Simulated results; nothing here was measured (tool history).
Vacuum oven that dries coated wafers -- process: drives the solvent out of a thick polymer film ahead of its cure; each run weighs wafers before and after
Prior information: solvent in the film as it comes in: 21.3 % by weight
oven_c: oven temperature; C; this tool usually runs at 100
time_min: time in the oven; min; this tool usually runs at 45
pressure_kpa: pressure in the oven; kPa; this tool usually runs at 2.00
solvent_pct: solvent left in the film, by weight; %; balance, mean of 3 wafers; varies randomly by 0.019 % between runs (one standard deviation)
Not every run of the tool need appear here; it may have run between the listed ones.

run,hour,oven_c,time_min,pressure_kpa,solvent_pct
1,0.0,100,45,2.00,2.93
2,14.0,100,45,2.00,2.98
3,27.3,100,45,2.40,3.14
4,41.3,100,45,2.40,3.20
5,64.7,100,45,2.00,2.98
6,92.7,100,45,2.00,2.98
7,112.5,100,45,3.20,3.67
8,128.4,106,45,2.00,1.63
9,153.6,100,63,2.00,2.01
10,168.1,107,63,2.00,1.13
11,185.1,107,63,2.00,1.13
12,208.5,100,45,2.00,3.03
13,221.5,100,45,2.00,3.04
14,237.2,100,45,2.00,3.05
15,252.1,100,45,2.00,3.04
16,267.1,100,45,5.16,4.89
17,284.3,100,45,5.16,4.90
18,301.8,100,45,5.16,4.89
19,316.1,100,45,5.16,4.89
20,329.9,100,45,2.00,3.07
21,350.5,100,61,2.00,2.14
22,368.6,100,33,2.00,4.49
23,391.5,100,33,2.00,4.55
24,409.3,87,45,2.00,8.71
25,432.4,87,45,2.00,8.83
26,457.7,100,30,6.95,7.63
27,470.5,96,38,1.46,5.19
28,495.1,104,61,1.46,1.15
29,521.4,100,31,3.46,5.45
30,534.6,100,31,3.46,5.47
31,556.1,96,26,4.37,8.71
32,572.7,107,35,2.38,2.17
33,584.4,107,76,1.47,0.83
34,605.0,114,30,1.77,1.09
35,623.8,96,64,1.77,2.82
36,650.2,93,64,2.00,4.01
37,674.5,108,47,4.19,2.33
38,692.1,108,47,4.19,2.34
39,715.1,108,47,4.19,2.34
40,726.5,108,47,4.19,2.37
41,751.1,103,45,4.28,3.49
42,768.6,109,52,1.91,1.08
43,781.8,104,52,5.86,3.81
44,801.3,87,45,1.10,8.04
45,829.2,100,43,2.71,3.69
46,847.7,100,24,6.29,8.36
47,875.5,98,47,1.53,3.34

The log once held 1 entry between its listed runs, left out of this copy. Where does each go, and what is different about the tool's unlogged condition between the listed run before it and the listed run after it?
Run 27 -> run 28: oven's thermocouples calibrated (hour 474.3)
  true wafer temperature over the reading, C: -1.07 -> -0.51; true pressure over the reading, kPa: 0.155 -> 0.158
  the result without the hidden state subtracted from the measured one, solvent_pct: +0.55 -> +0.13 %
